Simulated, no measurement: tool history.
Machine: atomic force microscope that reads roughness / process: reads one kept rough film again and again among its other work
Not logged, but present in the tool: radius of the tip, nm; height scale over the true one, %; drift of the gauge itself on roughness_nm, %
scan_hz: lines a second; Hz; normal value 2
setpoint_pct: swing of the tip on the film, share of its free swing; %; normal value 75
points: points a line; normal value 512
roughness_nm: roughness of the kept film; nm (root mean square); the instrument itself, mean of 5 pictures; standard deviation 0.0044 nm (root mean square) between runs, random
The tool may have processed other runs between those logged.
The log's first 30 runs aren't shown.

| run | hour | scan_hz | setpoint_pct | points | pictures with this tip | hours of work since the height scale was calibrated | roughness_nm |
|---|---|---|---|---|---|---|---|
| 31 | 668.6 | 0.56 | 62 | 484 | 200 | 594 | 0.498 |
| 32 | 699.8 | 3.84 | 64 | 580 | 269 | 617 | 0.437 |
|  | 723.1 | new tip fitted |
| 33 | 728.5 | 3.84 | 64 | 580 | 12 | 638 | 0.455 |
| 34 | 753.2 | 1.25 | 80 | 399 | 67 | 656 | 0.463 |
| 35 | 783.8 | 1.25 | 80 | 399 | 135 | 679 | 0.452 |
| 36 | 815 | 0.76 | 90 | 512 | 204 | 702 | 0.455 |
| 37 | 828.9 | 0.76 | 90 | 512 | 235 | 712 | 0.459 |
| 38 | 846.5 | 2 | 89 | 512 | 274 | 725 | 0.391 |
|  | 867.7 | new tip fitted |
| 39 | 875.6 | 1.28 | 86 | 512 | 18 | 746 | 0.441 |
| 40 | 899.8 | 0.53 | 75 | 512 | 72 | 764 | 0.497 |
| 41 | 918.8 | 1.94 | 82 | 266 | 114 | 778 | 0.425 |
| 42 | 944.2 | 1.91 | 65 | 592 | 170 | 796 | 0.473 |
| 43 | 965.2 | 2.58 | 65 | 803 | 217 | 812 | 0.457 |
| 44 | 995.4 | 3.41 | 65 | 928 | 284 | 834 | 0.444 |
|  | 1013.1 | new tip fitted |
| 45 | 1013.8 | 2 | 76 | 351 | 2 | 847 | 0.449 |
| 46 | 1038 | 0.52 | 76 | 351 | 55 | 865 | 0.491 |

Here are 3 independent what-if runs from the current tool condition. What would each one return?
| A | 1055.3 | 0.7 | 75 | 592 | 94 | 878 | ? |
| B | 1055.3 | 2 | 75 | 735 | 94 | 878 | ? |
| C | 1055.3 | 1.71 | 75 | 912 | 94 | 878 | ? |

| run | roughness_nm |
|---|---|
| A | 0.489 |
| B | 0.458 |
| C | 0.457 |
Take away the tool's hidden state, keep each run's random variation, and the runs would have read:
| run | roughness_nm |
|---|---|
| A | 0.499 |
| B | 0.468 |
| C | 0.467 |
